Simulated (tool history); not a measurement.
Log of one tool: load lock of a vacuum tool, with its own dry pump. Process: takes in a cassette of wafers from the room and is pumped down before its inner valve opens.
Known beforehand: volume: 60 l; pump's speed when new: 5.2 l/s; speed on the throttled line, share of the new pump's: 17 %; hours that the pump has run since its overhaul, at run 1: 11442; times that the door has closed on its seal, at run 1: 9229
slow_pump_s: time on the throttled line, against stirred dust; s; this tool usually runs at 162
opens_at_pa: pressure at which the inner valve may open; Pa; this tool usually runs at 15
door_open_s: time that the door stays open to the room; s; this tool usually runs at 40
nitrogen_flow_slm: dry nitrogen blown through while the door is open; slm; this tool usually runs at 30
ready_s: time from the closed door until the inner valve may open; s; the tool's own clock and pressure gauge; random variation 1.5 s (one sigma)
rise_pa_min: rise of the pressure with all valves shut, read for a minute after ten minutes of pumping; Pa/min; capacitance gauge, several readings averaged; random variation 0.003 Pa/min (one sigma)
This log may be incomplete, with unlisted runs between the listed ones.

run     day  slow_pump_s  opens_at_pa  door_open_s  nitrogen_flow_slm  hours that the pump has run since its overhaul  times that the door has closed on its seal  incoming humidity of the room's air, %  ready_s  rise_pa_min
  1   0.000          162           15           40                 30                                           11442                                        9229                                    45.3    245.6        0.050
  2   2.329          162           15           40                 30                                           11498                                        9393                                    48.8    247.4        0.046
  3   4.604          162           15           40                  9                                           11553                                        9553                                    42.5    247.6        0.058
  4   7.796          162           15           40                  9                                           11630                                        9778                                    49.0    246.3        0.064
  5  10.458          162           15           40                  9                                           11693                                        9965                                    42.3    246.5        0.062
  6  14.092          162           15           40                  9                                           11781                                       10221                                    47.6    248.2        0.068
  7  16.317          162           24           40                 30                                           11834                                       10378                                    43.5    240.3        0.047
  8  18.788          162           24           40                 30                                           11893                                       10552                                    41.5    241.0        0.044
  9  22.458          162           17           40                 30                                           11981                                       10810                                    45.5    246.0        0.052
 10  26.183          162           15           40                 30                                           12071                                       11073                                    45.6    248.0        0.048
 11  27.846          162           15           40                 30                                           12111                                       11190                                    44.4    249.5        0.048
 12  30.962          162           15           40                 30                                           12186                                       11409                                    44.1    246.6        0.055
 13  34.333          248           15           40                  8                                           12266                                       11646                                    45.1    320.6        0.073
 14  38.317          307           15           40                  6                                           12362                                       11927                                    47.2    362.6        0.076
 15  40.775          307           15           40                  6                                           12421                                       12100                                    44.9    365.4        0.072
 16  43.750           85           14           61                  7                                           12492                                       12310                                    50.2    189.8        0.086
 17  47.583          162           15           40                  6                                           12584                                       12580                                    44.1    247.7        0.075
 18  49.633          161           11           40                 11                                           12634                                       12724                                    44.4    250.7        0.076
 19  52.838          161           11           40                 11                                           12710                                       12949                                    45.5    250.9        0.069
 20  55.350          161           11           40                 11                                           12771                                       13126                                    45.1    253.2        0.070
 21  57.154          161           11           40                 11                                           12814                                       13254                                    47.9    253.3        0.072
 22  59.696          161           11           40                 11                                           12875                                       13432                                    44.7    252.6        0.070
 23  62.283          161           11           40                 11                                           12937                                       13615                                    47.0    252.7        0.072

Here are 5 independent what-if runs from the current tool condition. What would each one return?
  A  65.008           89           15           40                 30                                           13003                                       13807                                    43.5        ?            ?
  B  65.008          162           15           40                 28                                           13003                                       13807                                    40.7        ?            ?
  C  65.008          161           11           40                 31                                           13003                                       13807                                    44.0        ?            ?
  D  65.008          162           16           40                 15                                           13003                                       13807                                    45.5        ?            ?
  E  65.008          217           16           40                 14                                           13003                                       13807                                    44.9        ?            ?

run  ready_s  rise_pa_min
  A    191.4        0.053
  B    246.5        0.054
  C    252.4        0.061
  D    246.9        0.067
  E    290.4        0.071
With the hidden condition removed and each run's random variation left untouched, the same runs would have given:
run  ready_s  rise_pa_min
  A    177.0        0.022
  B    234.3        0.023
  C    239.5        0.030
  D    235.1        0.036
  E    279.9        0.040
